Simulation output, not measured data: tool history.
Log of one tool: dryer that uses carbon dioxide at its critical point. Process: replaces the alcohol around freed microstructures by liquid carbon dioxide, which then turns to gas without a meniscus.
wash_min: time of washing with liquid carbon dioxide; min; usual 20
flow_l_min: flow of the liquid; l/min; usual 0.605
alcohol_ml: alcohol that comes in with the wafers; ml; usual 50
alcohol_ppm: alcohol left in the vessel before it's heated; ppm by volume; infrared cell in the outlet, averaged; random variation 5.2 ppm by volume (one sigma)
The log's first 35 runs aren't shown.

run,day,wash_min,flow_l_min,alcohol_ml,alcohol_ppm
36,69.162,19,0.908,49,51
37,70.629,20,0.974,50,49
38,71.821,20,0.933,33,33
# day 74.412: inlet filter changed
39,74.733,20,0.933,33,35
40,76.504,20,0.605,35,109
41,78.596,20,0.605,35,110
42,79.829,31,0.605,31,45
43,82.188,13,0.658,83,1000
44,83.521,13,0.658,83,1044
# day 84.158: purifier's bed changed
45,85.667,13,0.437,95,4065
46,87.700,13,0.437,95,4390

5 ways to go on from here, each from the tool as it stands after run 46. What would each give?
A,89.829,13,0.435,107,?
B,89.829,13,0.833,95,?
C,89.829,27,0.605,23,?
D,89.829,16,0.437,95,?
E,89.829,16,0.645,23,?

run,alcohol_ppm
A,5215
B,520
C,21
D,2601
E,164
Without the tool's hidden state the same runs would have given:
run,alcohol_ppm
A,4065
B,322
C,10
D,1914
E,103
